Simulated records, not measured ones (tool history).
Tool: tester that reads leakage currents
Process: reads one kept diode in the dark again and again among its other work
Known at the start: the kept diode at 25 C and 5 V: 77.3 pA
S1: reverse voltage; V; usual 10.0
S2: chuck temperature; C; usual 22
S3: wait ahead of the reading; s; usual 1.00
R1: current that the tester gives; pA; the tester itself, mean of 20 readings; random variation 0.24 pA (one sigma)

run 1 hour=0.0 | S1=10.0 S2=22 S3=1.00 | R1=75.54
run 2 hour=28.0 | S1=10.0 S2=22 S3=1.00 | R1=75.28
run 3 hour=53.6 | S1=10.0 S2=22 S3=1.00 | R1=74.85
run 4 hour=81.7 | S1=10.0 S2=22 S3=1.00 | R1=75.13
run 5 hour=123.9 | S1=10.0 S2=22 S3=1.00 | R1=74.71
run 6 hour=146.2 | S1=2.4 S2=22 S3=1.00 | R1=44.26
-- hour=166.6 chuck's temperature calibrated
run 7 hour=175.0 | S1=2.4 S2=22 S3=1.00 | R1=51.14
run 8 hour=219.3 | S1=2.4 S2=23 S3=1.00 | R1=55.03
run 9 hour=259.4 | S1=2.4 S2=23 S3=1.00 | R1=54.66
run 10 hour=288.6 | S1=2.4 S2=23 S3=1.00 | R1=54.67
run 11 hour=331.2 | S1=2.4 S2=23 S3=1.00 | R1=54.20
run 12 hour=376.1 | S1=2.4 S2=23 S3=1.00 | R1=53.99
run 13 hour=413.8 | S1=10.0 S2=22 S3=3.41 | R1=83.33
run 14 hour=448.8 | S1=11.0 S2=22 S3=3.41 | R1=86.50
run 15 hour=475.3 | S1=10.0 S2=22 S3=0.49 | R1=85.55
run 16 hour=527.5 | S1=10.0 S2=22 S3=0.62 | R1=84.07
run 17 hour=549.2 | S1=10.0 S2=22 S3=0.62 | R1=84.10
run 18 hour=594.0 | S1=10.0 S2=22 S3=0.62 | R1=84.22
run 19 hour=623.5 | S1=10.0 S2=33 S3=1.00 | R1=167.38
run 20 hour=658.4 | S1=10.0 S2=22 S3=1.00 | R1=83.07
run 21 hour=695.3 | S1=10.0 S2=22 S3=1.00 | R1=82.61
run 22 hour=720.4 | S1=10.0 S2=22 S3=1.00 | R1=82.82
-- hour=748.8 probe card cleaned and baked
run 23 hour=765.8 | S1=10.0 S2=22 S3=1.00 | R1=72.01
run 24 hour=815.4 | S1=10.0 S2=29 S3=1.00 | R1=117.15
run 25 hour=843.8 | S1=1.8 S2=22 S3=1.00 | R1=41.56
run 26 hour=896.0 | S1=1.4 S2=27 S3=1.00 | R1=55.08
run 27 hour=923.2 | S1=1.4 S2=40 S3=1.00 | R1=133.43
run 28 hour=963.7 | S1=1.4 S2=40 S3=0.80 | R1=131.55
run 29 hour=995.5 | S1=2.8 S2=56 S3=0.80 | R1=442.05
run 30 hour=1028.4 | S1=5.2 S2=56 S3=0.80 | R1=533.16
run 31 hour=1054.2 | S1=10.0 S2=28 S3=1.00 | R1=107.59
run 32 hour=1079.4 | S1=10.0 S2=28 S3=1.00 | R1=106.97
run 33 hour=1100.7 | S1=3.3 S2=37 S3=3.82 | R1=139.99
run 34 hour=1145.6 | S1=4.2 S2=58 S3=0.72 | R1=558.18
run 35 hour=1189.0 | S1=10.0 S2=22 S3=0.44 | R1=71.60
run 36 hour=1237.7 | S1=10.0 S2=35 S3=2.77 | R1=169.12
run 37 hour=1287.1 | S1=10.0 S2=22 S3=2.11 | R1=68.44
run 38 hour=1325.5 | S1=10.0 S2=22 S3=2.11 | R1=68.44
run 39 hour=1349.4 | S1=8.5 S2=22 S3=1.00 | R1=65.53

Hidden state or all else? Some run-to-run changes of R1, split into what the settings, what came in and random variation would give without the hidden state, and what is left for the hidden state (with any gauge scatter that isn't in both results):
The hidden state here: stray current of the dirty probe card, pA a volt; current scale over the true one, %; true chuck temperature over the reading, C; drift of the gauge itself on leakage_pa, %.
Run 30 -> 31: S1 5.2 -> 10.0, S2 56 -> 28, S3 0.80 -> 1.00. R1 -425.57 pA: hidden state +43.46, all else -469.03.
Run 33 -> 34: S1 3.3 -> 4.2, S2 37 -> 58, S3 3.82 -> 0.72. R1 +418.19 pA: hidden state -47.27, all else +465.46.
Run 34 -> 35: S1 4.2 -> 10.0, S2 58 -> 22, S3 0.72 -> 0.44. R1 -486.58 pA: hidden state +56.01, all else -542.59.
